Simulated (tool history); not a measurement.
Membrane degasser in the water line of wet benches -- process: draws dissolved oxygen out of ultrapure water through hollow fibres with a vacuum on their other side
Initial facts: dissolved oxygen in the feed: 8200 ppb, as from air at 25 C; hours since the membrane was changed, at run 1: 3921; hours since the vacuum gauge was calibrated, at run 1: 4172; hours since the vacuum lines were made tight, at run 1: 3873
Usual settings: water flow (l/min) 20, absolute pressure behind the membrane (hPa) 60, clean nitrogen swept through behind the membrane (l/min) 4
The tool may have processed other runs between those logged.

run	hour	water flow (l/min)	absolute pressure behind the membrane (hPa)	clean nitrogen swept through behind the membrane (l/min)	hours since the membrane was changed	hours since the vacuum gauge was calibrated	hours since the vacuum lines were made tight	dissolved oxygen in the water behind the degasser (ppb)	pressure that the water loses in the fibres (hPa)
1	0	20	60	4	3921	4172	3873	40.9	474.4
2	115.7	20	60	4	4037	4288	3989	40.7	475.9
3	211.8	20	60	4	4133	4384	4085	39.9	478.3
4	399.5	31	60	4	4321	4571	4273	86.3	739.7
5	557.7	31	60	4	4479	4730	4431	85.5	743.7
6	678.2	31	60	4	4599	4850	4552	87	744.3
7	848.2	22	60	4	4769	5020	4722	47.1	526.8
8	1051.7	20	81.2	4	4973	5224	4925	66.6	480.9
9	1207.9	20	60	4	5129	5380	5081	40.8	481.4
10	1388.7	20	60	4	5310	5561	5262	41.6	478.7
11	1539.1	20	60	4	5460	5711	5412	41.6	481
12	1650.8	20	60	4	5572	5823	5524	41.3	484.4
13	1812	20	60	2.4	5733	5984	5685	66	481.5
14	1948.4	20	60	10.36	5869	6120	5822	19	484.3
15	2156.1	20	60	10.36	6077	6328	6029	18.4	482.5
16	2290	20	60	10.36	6211	6462	6163	18.9	482
17	2512.2	32	60	3.08	6433	6684	6386	111.2	773.8
# hour 2550.9: vacuum gauge calibrated
18	2622.8	19	45.9	10.49	6543	72	6496	11.5	461
19	2804.1	17	138.1	6.9	6725	253	6677	69.8	410
20	2970.7	21	106.9	10.1	6891	420	6844	47.2	506.3
21	3156.1	16	56.9	3.84	7077	605	7029	31	390.2
22	3362.7	16	56.9	3.84	7283	812	7236	31.7	389.1
23	3568.9	16	56.9	3.84	7489	1018	7442	32.1	388.6
24	3719.5	14	43.7	3.55	7640	1169	7592	15.7	342.8
25	3814.5	16	139.5	10.18	7735	1264	7687	46.1	390.2

What does the tool deliver on the next run?
# hour 3898.2: vacuum gauge calibrated, once more
26	3947.6	20	60	10.84	7868	49	7820	?	?

dissolved oxygen in the water behind the degasser (ppb): 17.9
pressure that the water loses in the fibres (hPa): 484.9
Minus the tool's unlogged condition, the same run would have read dissolved oxygen in the water behind the degasser (ppb) 16.1, pressure that the water loses in the fibres (hPa) 464.8.

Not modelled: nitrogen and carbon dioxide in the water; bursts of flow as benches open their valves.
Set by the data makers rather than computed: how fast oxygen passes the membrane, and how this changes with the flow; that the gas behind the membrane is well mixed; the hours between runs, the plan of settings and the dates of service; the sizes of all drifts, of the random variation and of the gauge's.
